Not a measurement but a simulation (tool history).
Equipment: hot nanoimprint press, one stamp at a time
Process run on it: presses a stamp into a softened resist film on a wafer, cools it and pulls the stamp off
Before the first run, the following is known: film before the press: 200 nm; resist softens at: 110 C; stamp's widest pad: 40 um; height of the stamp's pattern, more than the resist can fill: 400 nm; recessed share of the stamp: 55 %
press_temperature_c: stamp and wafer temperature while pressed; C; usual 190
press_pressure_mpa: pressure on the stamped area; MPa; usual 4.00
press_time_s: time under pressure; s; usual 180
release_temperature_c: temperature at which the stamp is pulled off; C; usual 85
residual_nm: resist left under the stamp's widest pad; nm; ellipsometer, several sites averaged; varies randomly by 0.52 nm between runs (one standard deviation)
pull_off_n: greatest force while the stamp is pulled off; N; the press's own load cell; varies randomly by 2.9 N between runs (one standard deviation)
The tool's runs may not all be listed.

| run | hour | press_temperature_c | press_pressure_mpa | press_time_s | release_temperature_c | residual_nm | pull_off_n |
|---|---|---|---|---|---|---|---|
| 1 | 0.0 | 190 | 4.00 | 180 | 85 | 102.4 | 163 |
| 2 | 13.2 | 190 | 4.00 | 180 | 85 | 103.9 | 166 |
| 3 | 27.5 | 190 | 6.27 | 180 | 85 | 83.8 | 163 |
| 4 | 36.4 | 190 | 6.27 | 180 | 85 | 83.4 | 169 |
| 5 | 47.5 | 190 | 6.27 | 180 | 85 | 83.4 | 165 |
| 6 | 61.0 | 190 | 6.27 | 206 | 85 | 79.8 | 163 |
| 7 | 71.9 | 189 | 4.40 | 115 | 75 | 117.7 | 184 |

Forecast run 8:
| 8 | 82.5 | 186 | 4.40 | 115 | 81 | ? | ? |

{"run 8": {"residual_nm": 125.3, "pull_off_n": 171}}
With the hidden condition absent and the run-to-run variation left alone, this run would have shown residual_nm 125.1 nm, pull_off_n 170 N.

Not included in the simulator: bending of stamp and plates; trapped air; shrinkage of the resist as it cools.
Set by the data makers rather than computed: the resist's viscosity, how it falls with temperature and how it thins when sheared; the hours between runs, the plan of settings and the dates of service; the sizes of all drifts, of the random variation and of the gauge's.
